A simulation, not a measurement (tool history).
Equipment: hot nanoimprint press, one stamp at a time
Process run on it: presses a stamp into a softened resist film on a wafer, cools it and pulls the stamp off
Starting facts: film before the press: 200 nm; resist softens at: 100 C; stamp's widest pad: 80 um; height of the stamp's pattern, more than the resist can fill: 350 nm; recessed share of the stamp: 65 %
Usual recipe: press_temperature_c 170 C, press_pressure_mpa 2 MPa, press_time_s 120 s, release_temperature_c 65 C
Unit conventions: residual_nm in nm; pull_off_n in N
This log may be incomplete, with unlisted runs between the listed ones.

run 1 hour=0 | press_temperature_c=170 press_pressure_mpa=2 press_time_s=120 release_temperature_c=65 | residual_nm=105.5 pull_off_n=258
-- hour=21.7 stamp cleaned and given a new release coat
run 2 hour=36.7 | press_temperature_c=170 press_pressure_mpa=2 press_time_s=120 release_temperature_c=65 | residual_nm=104.9 pull_off_n=215
run 3 hour=55.4 | press_temperature_c=170 press_pressure_mpa=2 press_time_s=120 release_temperature_c=65 | residual_nm=104.6 pull_off_n=214
run 4 hour=78.6 | press_temperature_c=170 press_pressure_mpa=2 press_time_s=120 release_temperature_c=65 | residual_nm=104.5 pull_off_n=221
run 5 hour=104.4 | press_temperature_c=170 press_pressure_mpa=2 press_time_s=120 release_temperature_c=65 | residual_nm=104.5 pull_off_n=223
run 6 hour=138.4 | press_temperature_c=170 press_pressure_mpa=2 press_time_s=120 release_temperature_c=65 | residual_nm=104.4 pull_off_n=226
run 7 hour=172.3 | press_temperature_c=170 press_pressure_mpa=2 press_time_s=120 release_temperature_c=65 | residual_nm=104 pull_off_n=245
run 8 hour=190.2 | press_temperature_c=175 press_pressure_mpa=2 press_time_s=120 release_temperature_c=65 | residual_nm=83.2 pull_off_n=246
run 9 hour=218.7 | press_temperature_c=175 press_pressure_mpa=2 press_time_s=120 release_temperature_c=65 | residual_nm=83 pull_off_n=242
run 10 hour=233.8 | press_temperature_c=170 press_pressure_mpa=2 press_time_s=67 release_temperature_c=65 | residual_nm=123.2 pull_off_n=248
run 11 hour=256.6 | press_temperature_c=170 press_pressure_mpa=2.17 press_time_s=67 release_temperature_c=65 | residual_nm=118.8 pull_off_n=254
run 12 hour=289.7 | press_temperature_c=170 press_pressure_mpa=2 press_time_s=120 release_temperature_c=65 | residual_nm=103.5 pull_off_n=254
-- hour=315.7 stamp cleaned and given a new release coat
run 13 hour=318.4 | press_temperature_c=170 press_pressure_mpa=2 press_time_s=120 release_temperature_c=54 | residual_nm=103.1 pull_off_n=250
run 14 hour=342.2 | press_temperature_c=170 press_pressure_mpa=2 press_time_s=120 release_temperature_c=54 | residual_nm=102.9 pull_off_n=243
run 15 hour=373 | press_temperature_c=170 press_pressure_mpa=2 press_time_s=120 release_temperature_c=54 | residual_nm=102.5 pull_off_n=261
run 16 hour=403 | press_temperature_c=170 press_pressure_mpa=1.55 press_time_s=173 release_temperature_c=62 | residual_nm=102.7 pull_off_n=239
-- hour=423.9 plate thermocouple calibrated
run 17 hour=425.8 | press_temperature_c=170 press_pressure_mpa=1.55 press_time_s=173 release_temperature_c=62 | residual_nm=110.1 pull_off_n=254
run 18 hour=449.8 | press_temperature_c=170 press_pressure_mpa=2.89 press_time_s=120 release_temperature_c=65 | residual_nm=92.3 pull_off_n=231
run 19 hour=476.4 | press_temperature_c=170 press_pressure_mpa=1.23 press_time_s=120 release_temperature_c=65 | residual_nm=133.9 pull_off_n=240
run 20 hour=494.3 | press_temperature_c=170 press_pressure_mpa=1.97 press_time_s=71 release_temperature_c=65 | residual_nm=127.7 pull_off_n=247
run 21 hour=519.8 | press_temperature_c=170 press_pressure_mpa=1.97 press_time_s=71 release_temperature_c=65 | residual_nm=126.8 pull_off_n=249
run 22 hour=536.2 | press_temperature_c=170 press_pressure_mpa=1.28 press_time_s=123 release_temperature_c=68 | residual_nm=130.5 pull_off_n=239
run 23 hour=564.5 | press_temperature_c=170 press_pressure_mpa=1.28 press_time_s=123 release_temperature_c=68 | residual_nm=130.6 pull_off_n=242
run 24 hour=598.8 | press_temperature_c=170 press_pressure_mpa=2.26 press_time_s=85 release_temperature_c=68 | residual_nm=113.9 pull_off_n=259
-- hour=614 stamp cleaned and given a new release coat
run 25 hour=623.1 | press_temperature_c=170 press_pressure_mpa=2.48 press_time_s=120 release_temperature_c=65 | residual_nm=98.8 pull_off_n=210
run 26 hour=640.9 | press_temperature_c=170 press_pressure_mpa=2.48 press_time_s=120 release_temperature_c=65 | residual_nm=98.4 pull_off_n=211
-- hour=675.7 press's hydraulic seals changed and the load cell set to zero
run 27 hour=678.1 | press_temperature_c=170 press_pressure_mpa=2.48 press_time_s=120 release_temperature_c=65 | residual_nm=92.3 pull_off_n=221
run 28 hour=709.7 | press_temperature_c=170 press_pressure_mpa=2.25 press_time_s=234 release_temperature_c=65 | residual_nm=77.5 pull_off_n=228
run 29 hour=726.7 | press_temperature_c=170 press_pressure_mpa=2.25 press_time_s=164 release_temperature_c=65 | residual_nm=87.1 pull_off_n=231

Here are 5 independent what-if runs from the current tool condition. What would each one return?
run A hour=757.1 | press_temperature_c=170 press_pressure_mpa=1.55 press_time_s=132 release_temperature_c=53 | residual_nm=? pull_off_n=?
run B hour=757.1 | press_temperature_c=170 press_pressure_mpa=2 press_time_s=72 release_temperature_c=65 | residual_nm=? pull_off_n=?
run C hour=757.1 | press_temperature_c=165 press_pressure_mpa=2 press_time_s=175 release_temperature_c=70 | residual_nm=? pull_off_n=?
run D hour=757.1 | press_temperature_c=177 press_pressure_mpa=2.25 press_time_s=172 release_temperature_c=65 | residual_nm=? pull_off_n=?
run E hour=757.1 | press_temperature_c=170 press_pressure_mpa=2.25 press_time_s=220 release_temperature_c=52 | residual_nm=? pull_off_n=?

run=A residual_nm=112.1 pull_off_n=269
run=B residual_nm=119.7 pull_off_n=238
run=C residual_nm=114 pull_off_n=211
run=D residual_nm=61.4 pull_off_n=228
run=E residual_nm=78.5 pull_off_n=289
With the hidden condition removed and each run's random variation left untouched, the same runs would have given:
run=A residual_nm=114.6 pull_off_n=240
run=B residual_nm=122.2 pull_off_n=213
run=C residual_nm=116.6 pull_off_n=189
run=D residual_nm=62.8 pull_off_n=204
run=E residual_nm=80.5 pull_off_n=258

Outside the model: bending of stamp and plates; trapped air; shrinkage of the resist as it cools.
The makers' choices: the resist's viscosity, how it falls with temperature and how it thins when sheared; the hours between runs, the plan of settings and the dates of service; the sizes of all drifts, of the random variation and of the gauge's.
